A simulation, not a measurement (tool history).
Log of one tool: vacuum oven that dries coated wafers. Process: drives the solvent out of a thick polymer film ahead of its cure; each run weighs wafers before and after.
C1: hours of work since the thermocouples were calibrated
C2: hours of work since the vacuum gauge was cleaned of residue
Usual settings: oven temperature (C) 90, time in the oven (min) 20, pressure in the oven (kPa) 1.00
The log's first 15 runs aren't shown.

Run 16, hour 367.9: usual settings but time in the oven (min) 16; C1 568; C2 327. Result: solvent left in the film (%) 2.46.
Run 17, hour 394.1: usual settings but pressure in the oven (kPa) 3.16; C1 584; C2 343. Result: solvent left in the film (%) 2.33.
Run 18, hour 417.4: usual settings; C1 599; C2 358. Result: solvent left in the film (%) 1.67.
Run 19, hour 442.2: usual settings but oven temperature (C) 89; C1 615; C2 373. Result: solvent left in the film (%) 1.84.
Run 20, hour 475.0: usual settings but oven temperature (C) 89; C1 635; C2 394. Result: solvent left in the film (%) 1.84.
Run 21, hour 498.3: usual settings but oven temperature (C) 85, pressure in the oven (kPa) 1.85; C1 650; C2 409. Result: solvent left in the film (%) 2.89.
Run 22, hour 512.3: usual settings but oven temperature (C) 78, time in the oven (min) 17; C1 659; C2 417. Result: solvent left in the film (%) 4.90.
Run 23, hour 532.2: usual settings but oven temperature (C) 94, time in the oven (min) 17; C1 671; C2 430. Result: solvent left in the film (%) 1.58.
Run 24, hour 556.4: usual settings but time in the oven (min) 22, pressure in the oven (kPa) 3.54; C1 686; C2 445. Result: solvent left in the film (%) 2.26.
Run 25, hour 578.1: usual settings but pressure in the oven (kPa) 1.28; C1 700; C2 459. Result: solvent left in the film (%) 1.76.
Run 26, hour 606.0: usual settings but pressure in the oven (kPa) 1.28; C1 718; C2 476. Result: solvent left in the film (%) 1.73.
Run 27, hour 631.1: usual settings but oven temperature (C) 97; C1 733; C2 492. Result: solvent left in the film (%) 0.94.
Run 28, hour 659.2: usual settings but oven temperature (C) 100, pressure in the oven (kPa) 1.20; C1 751; C2 510. Result: solvent left in the film (%) 0.68.
Run 29, hour 683.2: usual settings but oven temperature (C) 86, pressure in the oven (kPa) 0.65; C1 766; C2 525. Result: solvent left in the film (%) 2.22.
Run 30, hour 699.3: usual settings but oven temperature (C) 86, pressure in the oven (kPa) 0.65; C1 776; C2 535. Result: solvent left in the film (%) 2.27.
Run 31, hour 716.5: usual settings but oven temperature (C) 77, pressure in the oven (kPa) 2.28; C1 787; C2 546. Result: solvent left in the film (%) 5.14.

The next listed run, before its measurement:
Run 32, hour 744.0: usual settings but oven temperature (C) 77, pressure in the oven (kPa) 2.28; C1 804; C2 563. Result: solvent left in the film (%) ?.

{"run 32": {"solvent left in the film (%)": 5.11}}
Without the tool's hidden state the same run would have given solvent left in the film (%) 4.74.

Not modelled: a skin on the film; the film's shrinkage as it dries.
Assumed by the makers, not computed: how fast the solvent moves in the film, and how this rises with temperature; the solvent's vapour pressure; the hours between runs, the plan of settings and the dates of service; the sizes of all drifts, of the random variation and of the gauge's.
